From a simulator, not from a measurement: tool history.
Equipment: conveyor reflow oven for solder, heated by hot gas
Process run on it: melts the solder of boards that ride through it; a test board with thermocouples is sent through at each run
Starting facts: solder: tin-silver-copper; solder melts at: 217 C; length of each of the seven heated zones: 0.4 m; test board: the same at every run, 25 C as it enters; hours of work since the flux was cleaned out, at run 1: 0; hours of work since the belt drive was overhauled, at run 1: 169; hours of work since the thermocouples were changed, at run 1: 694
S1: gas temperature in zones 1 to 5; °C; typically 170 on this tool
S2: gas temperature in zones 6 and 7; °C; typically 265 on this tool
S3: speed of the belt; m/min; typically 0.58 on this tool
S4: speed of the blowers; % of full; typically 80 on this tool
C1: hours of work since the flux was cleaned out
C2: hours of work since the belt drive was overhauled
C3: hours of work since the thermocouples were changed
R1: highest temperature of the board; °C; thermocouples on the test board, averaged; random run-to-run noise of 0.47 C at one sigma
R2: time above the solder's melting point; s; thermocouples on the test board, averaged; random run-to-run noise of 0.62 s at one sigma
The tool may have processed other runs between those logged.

Run 1, day 0: usual settings; C1 0; C2 169; C3 694. Result: R1 251.7 °C, R2 61.3 s.
Run 2, day 2.688: usual settings but S3 0.465 m/min; C1 46; C2 216; C3 740. Result: R1 256.4 °C, R2 83.9 s.
Run 3, day 5.479: usual settings but S3 0.465 m/min; C1 94; C2 264; C3 788. Result: R1 257.1 °C, R2 83.4 s.
Run 4, day 8.25: usual settings; C1 142; C2 311; C3 836. Result: R1 251.7 °C, R2 60.8 s.
Run 5, day 9.717: usual settings; C1 167; C2 336; C3 861. Result: R1 252.2 °C, R2 60.3 s.
Run 6, day 11.412: usual settings but S3 0.66 m/min; C1 196; C2 366; C3 890. Result: R1 247.9 °C, R2 49.9 s.
Run 7, day 13.283: usual settings but S3 0.66 m/min; C1 228; C2 398; C3 922. Result: R1 247.7 °C, R2 49.5 s.
Run 8, day 16.238: usual settings but S1 171 °C; C1 279; C2 449; C3 973. Result: R1 251.8 °C, R2 61.4 s.
Run 9, day 18.488: usual settings but S1 171 °C; C1 318; C2 487; C3 1012. Result: R1 251.5 °C, R2 61.8 s.
Run 10, day 19.788: usual settings but S1 171 °C; C1 340; C2 510; C3 1034. Result: R1 251.8 °C, R2 61.9 s.
At day 21.242: flux residue cleaned out of gas plates and filters.
Run 11, day 22.883: usual settings but S3 0.68 m/min; C1 28; C2 559; C3 1084. Result: R1 246.5 °C, R2 47.6 s.
Run 12, day 25.942: usual settings; C1 81; C2 612; C3 1136. Result: R1 250.8 °C, R2 60.2 s.
Run 13, day 27.483: usual settings but S2 273 °C; C1 107; C2 638; C3 1163. Result: R1 259.7 °C, R2 65.3 s.
At day 27.829: thermocouples of zones 6 and 7 changed.
Run 14, day 29.388: usual settings but S2 273 °C; C1 139; C2 670; C3 27. Result: R1 259.2 °C, R2 65.4 s.
Run 15, day 31.396: usual settings but S2 273 °C; C1 173; C2 704; C3 61. Result: R1 259.8 °C, R2 65.7 s.
Run 16, day 34.488: usual settings but S1 182 °C, S2 261 °C; C1 226; C2 757; C3 115. Result: R1 249.9 °C, R2 64.8 s.
Run 17, day 36.658: usual settings but S2 276 °C, S4 82 % of full; C1 264; C2 795; C3 152. Result: R1 261.7 °C, R2 67.9 s.
Run 18, day 39.312: usual settings but S2 276 °C, S4 82 % of full; C1 309; C2 840; C3 197. Result: R1 262.1 °C, R2 67.5 s.
At day 42.546: flux residue cleaned out of gas plates and filters.
Run 19, day 42.546: usual settings but S3 0.531 m/min, S4 65 % of full; C1 0; C2 892; C3 250. Result: R1 250.2 °C, R2 64.2 s.
Run 20, day 44.904: usual settings but S1 156 °C, S2 279 °C; C1 41; C2 933; C3 290. Result: R1 261.9 °C, R2 63.6 s.
Run 21, day 47.192: usual settings but S1 156 °C, S2 279 °C; C1 80; C2 972; C3 329. Result: R1 262.2 °C, R2 63.5 s.
Run 22, day 49.783: usual settings but S1 156 °C, S2 279 °C, S3 0.592 m/min, S4 58 % of full; C1 124; C2 1017; C3 374. Result: R1 252.1 °C, R2 52.6 s.
Run 23, day 52.45: usual settings but S1 163 °C, S2 273 °C, S3 0.53 m/min, S4 66 % of full; C1 170; C2 1063; C3 420. Result: R1 256.9 °C, R2 67.7 s.
Run 24, day 55.596: usual settings but S1 163 °C, S2 273 °C, S3 0.53 m/min, S4 66 % of full; C1 224; C2 1117; C3 474. Result: R1 256.4 °C, R2 67.4 s.
Run 25, day 57.296: usual settings but S1 163 °C, S2 273 °C, S3 0.57 m/min, S4 74 % of full; C1 254; C2 1146; C3 503. Result: R1 256.3 °C, R2 63.4 s.
Run 26, day 59.162: usual settings but S1 163 °C, S2 273 °C, S3 0.57 m/min, S4 74 % of full; C1 286; C2 1178; C3 535. Result: R1 256.9 °C, R2 62.7 s.
Run 27, day 61.658: usual settings but S2 276 °C, S3 0.648 m/min; C1 329; C2 1221; C3 578. Result: R1 258.2 °C, R2 58.4 s.
At day 63.858: flux residue cleaned out of gas plates and filters.
Run 28, day 64.154: usual settings but S1 180 °C, S2 263 °C, S3 0.499 m/min, S4 60 % of full; C1 5; C2 1260; C3 618. Result: R1 249.6 °C, R2 73 s.
Run 29, day 67.254: usual settings but S3 0.624 m/min, S4 70 % of full; C1 58; C2 1314; C3 671. Result: R1 246.9 °C, R2 50.6 s.

Alternative continuations, all from the tool just after run 29; predict every row:
Run A, day 70.308: usual settings but S3 0.495 m/min; C1 111; C2 1366; C3 723. Result: R1 ?, R2 ?.
Run B, day 70.308: usual settings but S1 161 °C, S3 0.524 m/min, S4 68 % of full; C1 111; C2 1366; C3 723. Result: R1 ?, R2 ?.
Run C, day 70.308: usual settings but S1 162 °C, S2 266 °C, S3 0.624 m/min, S4 70 % of full; C1 111; C2 1366; C3 723. Result: R1 ?, R2 ?.
Run D, day 70.308: usual settings but S2 267 °C, S3 0.585 m/min, S4 73 % of full; C1 111; C2 1366; C3 723. Result: R1 ?, R2 ?.
Run E, day 70.308: usual settings but S1 159 °C, S2 256 °C, S3 0.598 m/min; C1 111; C2 1366; C3 723. Result: R1 ?, R2 ?.

run     R1    R2
  A  256.3  76.8
  B  249.9  63.2
  C  246.3  47.6
  D  250.5    59
  E  240.8  46.2
What these runs would have given with no unlogged condition in the tool:
run     R1    R2
  A  256.3  76.8
  B  249.9  63.2
  C  246.4  47.6
  D  250.6    59
  E  240.9  46.2

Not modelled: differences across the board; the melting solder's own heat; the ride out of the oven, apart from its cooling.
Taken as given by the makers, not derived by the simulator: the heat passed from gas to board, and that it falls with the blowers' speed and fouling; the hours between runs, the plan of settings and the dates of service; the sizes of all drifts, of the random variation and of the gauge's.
